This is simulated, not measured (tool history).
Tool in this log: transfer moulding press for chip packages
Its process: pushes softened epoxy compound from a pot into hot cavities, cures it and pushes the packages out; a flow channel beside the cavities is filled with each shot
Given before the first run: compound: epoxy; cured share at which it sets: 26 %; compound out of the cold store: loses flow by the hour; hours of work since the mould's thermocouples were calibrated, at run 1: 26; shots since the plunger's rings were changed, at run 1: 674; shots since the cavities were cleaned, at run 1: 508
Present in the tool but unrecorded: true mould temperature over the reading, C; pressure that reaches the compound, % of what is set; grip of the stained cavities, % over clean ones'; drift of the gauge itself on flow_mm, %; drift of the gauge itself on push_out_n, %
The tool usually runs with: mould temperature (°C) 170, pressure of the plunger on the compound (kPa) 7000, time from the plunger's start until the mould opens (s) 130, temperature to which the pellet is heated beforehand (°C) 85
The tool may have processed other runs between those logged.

run,hour,mould temperature (°C),pressure of the plunger on the compound (kPa),time from the plunger's start until the mould opens (s),temperature to which the pellet is heated beforehand (°C),hours of work since the mould's thermocouples were calibrated,shots since the plunger's rings were changed,shots since the cavities were cleaned,incoming compound's hours out of the cold store,length that the compound runs in the flow channel (mm),greatest force on the pins that push the packages out (N)
1,0,170,7000,130,85,26,674,508,39.3,629,375
2,6,170,7000,130,85,29,715,549,20.4,728,419
3,12.6,170,7000,130,85,32,760,594,13.2,753,435
4,21.3,170,7000,130,85,36,819,653,46.2,596,428
5,29.4,170,7000,130,85,39,874,708,16.9,722,430
6,36.7,170,7000,130,85,43,923,757,20.3,723,451
7,40.9,170,7000,130,85,44,952,786,44.3,608,427
8,49.6,177,7000,130,85,48,1011,845,34.3,622,373
9,58.4,177,7000,130,85,52,1070,904,29.2,645,386
10,63.7,177,7000,153,85,55,1106,940,34.4,617,382
11,71.6,170,7000,130,85,58,1160,994,15.4,729,467
12,76.7,170,7000,130,85,60,1194,1028,36,635,444
13,82.7,170,7000,130,85,63,1236,1070,36.1,625,460
14,91.4,170,5410,130,85,67,1294,1128,8.6,681,491
# hour 98.7: cavities cleaned with cleaning compound and waxed
15,99,166,7200,148,81,69,1336,2,47.3,610,263
16,104.7,166,7200,148,81,72,1374,40,47.9,609,271
17,109.2,170,7000,142,85,74,1405,71,11.9,749,287
18,114.6,170,7000,141,76,76,1442,108,24.4,686,282
19,120.7,165,6830,117,85,79,1483,149,15.2,745,551
20,128.7,165,6830,117,85,83,1537,203,45.4,608,505
21,137.5,168,7780,130,85,86,1597,263,36.9,671,387
22,141.2,168,6540,150,85,88,1622,288,10.2,745,335
23,144.9,168,6540,150,85,90,1647,313,9.8,736,351
24,150,168,6540,150,85,92,1682,348,38.6,598,339
25,156.6,168,5860,111,92,95,1726,392,20.9,650,549
26,163.1,171,7440,133,93,98,1770,436,44,604,371
27,171.7,174,5590,114,84,102,1829,495,20.9,603,385
28,179.1,174,5590,114,84,105,1879,545,42.8,520,391

For some of the steps in length that the compound runs in the flow channel (mm) from one run to the next: how much would appear even if the tool had no hidden state, given the settings, what came in and random variation, and how much remains for the hidden state plus any gauge scatter that the measured result and the result without hidden state don't share?
Run 3 -> 4: settings left as they were, no log entry in between. length that the compound runs in the flow channel (mm) -157: hidden state +2, all else -159.
Run 13 -> 14: pressure of the plunger on the compound (kPa) 7000 -> 5410. length that the compound runs in the flow channel (mm) +56: hidden state -3, all else +59.
Run 16 -> 17: mould temperature (°C) 166 -> 170, pressure of the plunger on the compound (kPa) 7200 -> 7000, time from the plunger's start until the mould opens (s) 148 -> 142, temperature to which the pellet is heated beforehand (°C) 81 -> 85. length that the compound runs in the flow channel (mm) +140: hidden state -4, all else +144.
